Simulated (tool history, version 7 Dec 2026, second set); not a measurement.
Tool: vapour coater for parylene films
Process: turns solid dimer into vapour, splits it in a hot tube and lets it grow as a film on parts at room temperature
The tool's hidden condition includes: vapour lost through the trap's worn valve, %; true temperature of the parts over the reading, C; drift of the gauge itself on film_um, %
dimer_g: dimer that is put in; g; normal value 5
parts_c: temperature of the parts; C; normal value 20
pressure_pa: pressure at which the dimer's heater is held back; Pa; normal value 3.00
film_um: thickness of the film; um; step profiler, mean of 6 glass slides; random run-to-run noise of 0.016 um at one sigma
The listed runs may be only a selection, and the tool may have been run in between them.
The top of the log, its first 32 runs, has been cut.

run,hour,dimer_g,parts_c,pressure_pa,hours of work since the trap's valve was overhauled,hours of work since the table's thermometer was calibrated,film_um
33,1200.3,6,31,5.41,200,123,1.75
34,1238.7,8,20,6.75,230,153,2.82
35,1266.1,8,20,6.75,252,175,2.78
36,1302.7,8,22,4.73,281,204,2.78
37,1346.7,8,22,4.73,316,239,2.74
# hour 1368.5: trap's valve overhauled
38,1384.7,8,22,10.37,13,266,2.64
39,1427.5,8,22,10.37,47,300,2.63
40,1479.0,4,27,3.00,88,341,1.50
41,1528.6,7,30,7.45,127,380,1.99
42,1573.1,5,13,4.97,162,415,2.23
43,1603.3,8,20,4.76,186,439,3.07
44,1642.8,8,20,4.76,218,471,3.03
45,1684.3,8,19,7.03,251,504,2.81
46,1730.9,6,19,3.53,288,541,2.39

Forecast each of these 3 alternatives for the next run:
# hour 1787.6: trap's valve overhauled
A,1787.6,4,20,2.92,0,582,?
# hour 1787.6: trap's valve overhauled
B,1787.6,6,25,3.53,0,582,?
# hour 1787.6: trap's valve overhauled
C,1787.6,3,26,2.13,0,582,?

run,film_um
A,1.82
B,2.35
C,1.25
Without the tool's hidden state the same runs would have given:
run,film_um
A,1.81
B,2.34
C,1.25
